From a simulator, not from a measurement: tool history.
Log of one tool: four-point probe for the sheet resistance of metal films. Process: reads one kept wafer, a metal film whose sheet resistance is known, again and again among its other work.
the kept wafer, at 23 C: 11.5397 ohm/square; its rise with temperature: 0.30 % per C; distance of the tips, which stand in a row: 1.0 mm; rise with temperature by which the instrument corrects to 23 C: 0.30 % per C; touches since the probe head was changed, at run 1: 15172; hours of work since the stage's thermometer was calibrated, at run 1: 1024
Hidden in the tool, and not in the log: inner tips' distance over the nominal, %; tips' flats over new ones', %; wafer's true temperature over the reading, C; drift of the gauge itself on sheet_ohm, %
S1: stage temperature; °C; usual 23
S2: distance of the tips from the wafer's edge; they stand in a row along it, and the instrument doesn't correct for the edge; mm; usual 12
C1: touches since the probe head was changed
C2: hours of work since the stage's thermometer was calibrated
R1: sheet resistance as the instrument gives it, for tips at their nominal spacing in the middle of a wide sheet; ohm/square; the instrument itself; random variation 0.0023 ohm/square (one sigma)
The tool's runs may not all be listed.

run	hour	S1	S2	C1	C2	R1
1	0.0	23	12	15172	1024	11.624937
2	48.4	23	12	16892	1055	11.618996
3	91.6	23	12	18427	1082	11.622826
4	142.7	23	12	20246	1115	11.625625
5	195.3	24	12	22115	1149	11.625463
6	247.2	24	12	23959	1182	11.626050
7	303.1	24	12	25946	1217	11.627937
8	365.1	24	12	28151	1257	11.624822
9	402.8	23	14	29491	1281	11.618598
10	434.4	23	14	30616	1301	11.619411
11	475.7	23	14	32083	1327	11.614186
12	509.4	20	4	33281	1349	11.965530
13	570.8	22	23	35464	1388	11.599983
14	609.5	18	40	36841	1412	11.591791
15	650.1	23	21	38284	1438	11.602385
16	703.8	23	21	40191	1473	11.605148
17	778.7	25	62	42855	1520	11.596720
18	834.9	21	12	44854	1556	11.639764
19	907.9	27	12	47447	1603	11.636464
20	939.9	27	12	48586	1623	11.643217
21	1000.2	27	12	50731	1661	11.641270
22	1034.1	27	12	51934	1683	11.640120

4 ways to go on from here, each from the tool as it stands after run 22. What would each give?
A	1090.4	28	14	53938	1719	?
B	1090.4	21	55	53938	1719	?
C	1090.4	25	33	53938	1719	?
D	1090.4	24	75	53938	1719	?

run	R1
A	11.629986
B	11.602980
C	11.607473
D	11.601839
Without the tool's hidden state the same runs would have given:
run	R1
A	11.569705
B	11.543268
C	11.547484
D	11.541939
